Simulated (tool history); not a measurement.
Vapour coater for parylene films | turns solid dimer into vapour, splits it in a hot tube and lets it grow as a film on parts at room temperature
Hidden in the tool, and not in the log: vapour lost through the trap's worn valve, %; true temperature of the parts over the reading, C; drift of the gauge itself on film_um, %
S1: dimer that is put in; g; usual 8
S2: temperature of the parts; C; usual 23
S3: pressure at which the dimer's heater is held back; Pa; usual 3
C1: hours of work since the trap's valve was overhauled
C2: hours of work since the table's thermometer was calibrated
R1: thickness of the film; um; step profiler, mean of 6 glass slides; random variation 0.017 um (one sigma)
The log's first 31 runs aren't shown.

{"run": 32, "hour": 669.8, "S1": 3, "S2": 19, "S3": 3.91, "C1": 444, "C2": 18, "R1": 0.73}
{"run": 33, "hour": 688.9, "S1": 3, "S2": 19, "S3": 3.91, "C1": 458, "C2": 32, "R1": 0.72}
{"run": 34, "hour": 702.2, "S1": 3, "S2": 19, "S3": 4.18, "C1": 467, "C2": 41, "R1": 0.71}
{"run": 35, "hour": 729.3, "S1": 6, "S2": 17, "S3": 3, "C1": 487, "C2": 61, "R1": 1.59}
{"run": 36, "hour": 744.8, "S1": 8, "S2": 28, "S3": 3.22, "C1": 498, "C2": 72, "R1": 1.23}
{"run": 37, "hour": 760.1, "S1": 8, "S2": 28, "S3": 3.22, "C1": 509, "C2": 82, "R1": 1.2}
{"run": 38, "hour": 783.3, "S1": 6, "S2": 21, "S3": 10.04, "C1": 525, "C2": 99, "R1": 1.16}
{"run": 39, "hour": 804.1, "S1": 4, "S2": 26, "S3": 5.68, "C1": 540, "C2": 114, "R1": 0.65}
{"run": 40, "hour": 832.6, "S1": 4, "S2": 26, "S3": 5.68, "C1": 560, "C2": 134, "R1": 0.63}
{"run": 41, "hour": 850.8, "S1": 4, "S2": 26, "S3": 5.68, "C1": 573, "C2": 147, "R1": 0.63}

4 ways to go on from here, each from the tool as it stands after run 41. What would each give?
{"run": "A", "hour": 866.8, "S1": 8, "S2": 23, "S3": 5.51, "C1": 585, "C2": 159, "R1": "?"}
{"run": "B", "hour": 866.8, "S1": 8, "S2": 24, "S3": 6.22, "C1": 585, "C2": 159, "R1": "?"}
{"run": "C", "hour": 866.8, "S1": 4, "S2": 26, "S3": 6.9, "C1": 585, "C2": 159, "R1": "?"}
{"run": "D", "hour": 866.8, "S1": 7, "S2": 23, "S3": 3, "C1": 585, "C2": 159, "R1": "?"}

run=A R1=1.46
run=B R1=1.35
run=C R1=0.64
run=D R1=1.37
Without the tool's hidden state the same runs would have given:
run=A R1=1.62
run=B R1=1.5
run=C R1=0.7
run=D R1=1.52
